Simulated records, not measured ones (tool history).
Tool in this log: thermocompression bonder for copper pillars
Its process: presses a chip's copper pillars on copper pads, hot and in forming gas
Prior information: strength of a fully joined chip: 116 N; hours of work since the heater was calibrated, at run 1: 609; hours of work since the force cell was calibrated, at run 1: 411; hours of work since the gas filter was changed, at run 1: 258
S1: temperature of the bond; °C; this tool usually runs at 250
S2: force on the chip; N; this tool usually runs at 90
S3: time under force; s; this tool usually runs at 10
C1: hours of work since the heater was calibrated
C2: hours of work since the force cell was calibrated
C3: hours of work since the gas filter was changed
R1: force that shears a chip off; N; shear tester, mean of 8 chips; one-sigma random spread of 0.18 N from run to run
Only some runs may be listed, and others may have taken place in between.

| run | hour | S1 | S2 | S3 | C1 | C2 | C3 | R1 |
|---|---|---|---|---|---|---|---|---|
| 1 | 0.0 | 250 | 90 | 10 | 609 | 411 | 258 | 65.1 |
| 2 | 33.5 | 250 | 90 | 10 | 632 | 434 | 282 | 65.8 |
| 3 | 93.5 | 250 | 90 | 10 | 675 | 477 | 324 | 65.6 |
|  | 101.2 | forming gas filter changed |
| 4 | 161.3 | 250 | 90 | 10 | 722 | 524 | 42 | 65.7 |
| 5 | 235.1 | 250 | 90 | 10 | 774 | 576 | 94 | 65.5 |
| 6 | 291.2 | 250 | 90 | 10 | 814 | 616 | 134 | 65.4 |
| 7 | 355.4 | 250 | 90 | 10 | 859 | 661 | 179 | 65.4 |
| 8 | 386.7 | 250 | 90 | 10 | 881 | 683 | 201 | 65.5 |
| 9 | 423.5 | 250 | 90 | 10 | 907 | 709 | 227 | 65.5 |
| 10 | 484.6 | 250 | 90 | 10 | 950 | 752 | 270 | 65.3 |
| 11 | 548.6 | 250 | 92 | 10 | 995 | 797 | 315 | 66.3 |
|  | 568.7 | forming gas filter changed |
| 12 | 622.2 | 250 | 92 | 10 | 1047 | 849 | 38 | 66.4 |
| 13 | 654.7 | 250 | 128 | 10 | 1070 | 872 | 61 | 75.9 |
| 14 | 689.7 | 250 | 90 | 7 | 1094 | 896 | 85 | 58.2 |
| 15 | 765.6 | 250 | 90 | 7 | 1148 | 950 | 139 | 58.1 |
| 16 | 802.9 | 250 | 106 | 7 | 1174 | 976 | 165 | 63.0 |
| 17 | 854.9 | 250 | 106 | 7 | 1211 | 1013 | 202 | 63.0 |
| 18 | 898.7 | 272 | 117 | 28 | 1242 | 1044 | 233 | 103.2 |
| 19 | 950.1 | 272 | 117 | 28 | 1278 | 1080 | 269 | 103.1 |
| 20 | 1026.6 | 250 | 90 | 6 | 1332 | 1134 | 323 | 55.4 |
|  | 1036.3 | forming gas filter changed |
| 21 | 1066.6 | 274 | 125 | 6 | 1360 | 1162 | 21 | 77.5 |
| 22 | 1138.2 | 264 | 86 | 18 | 1410 | 1212 | 72 | 84.7 |
| 23 | 1203.6 | 238 | 76 | 18 | 1456 | 1258 | 118 | 65.9 |
| 24 | 1244.3 | 250 | 90 | 13 | 1485 | 1287 | 147 | 71.1 |
| 25 | 1315.0 | 259 | 70 | 25 | 1535 | 1337 | 197 | 82.4 |
| 26 | 1373.1 | 259 | 70 | 25 | 1576 | 1378 | 237 | 82.4 |
| 27 | 1415.4 | 259 | 70 | 25 | 1605 | 1407 | 267 | 82.6 |
| 28 | 1479.6 | 240 | 70 | 16 | 1651 | 1453 | 313 | 62.6 |
|  | 1501.9 | forming gas filter changed |
| 29 | 1535.4 | 240 | 70 | 16 | 1690 | 1492 | 24 | 61.9 |
| 30 | 1583.5 | 221 | 90 | 9 | 1724 | 1526 | 58 | 46.9 |
| 31 | 1631.9 | 221 | 90 | 11 | 1758 | 1560 | 92 | 50.7 |
|  | 1678.2 | heater calibrated with a thermocouple chip |
| 32 | 1707.2 | 221 | 90 | 11 | 20 | 1611 | 143 | 50.6 |
| 33 | 1749.1 | 238 | 81 | 18 | 50 | 1641 | 173 | 67.7 |
| 34 | 1809.5 | 238 | 111 | 16 | 93 | 1683 | 215 | 74.5 |

Forecast each of these 5 alternatives for the next run:
| A | 1852.4 | 250 | 126 | 11 | 123 | 1714 | 246 | ? |
| B | 1852.4 | 264 | 90 | 10 | 123 | 1714 | 246 | ? |
| C | 1852.4 | 250 | 135 | 10 | 123 | 1714 | 246 | ? |
| D | 1852.4 | 272 | 90 | 10 | 123 | 1714 | 246 | ? |
| E | 1852.4 | 237 | 65 | 16 | 123 | 1714 | 246 | ? |

| run | R1 |
|---|---|
| A | 77.3 |
| B | 73.4 |
| C | 77.6 |
| D | 77.6 |
| E | 58.5 |
The same runs, with their run-to-run variation unchanged, on a tool lacking any hidden condition would have given:
| run | R1 |
|---|---|
| A | 77.3 |
| B | 73.3 |
| C | 77.6 |
| D | 77.6 |
| E | 58.4 |

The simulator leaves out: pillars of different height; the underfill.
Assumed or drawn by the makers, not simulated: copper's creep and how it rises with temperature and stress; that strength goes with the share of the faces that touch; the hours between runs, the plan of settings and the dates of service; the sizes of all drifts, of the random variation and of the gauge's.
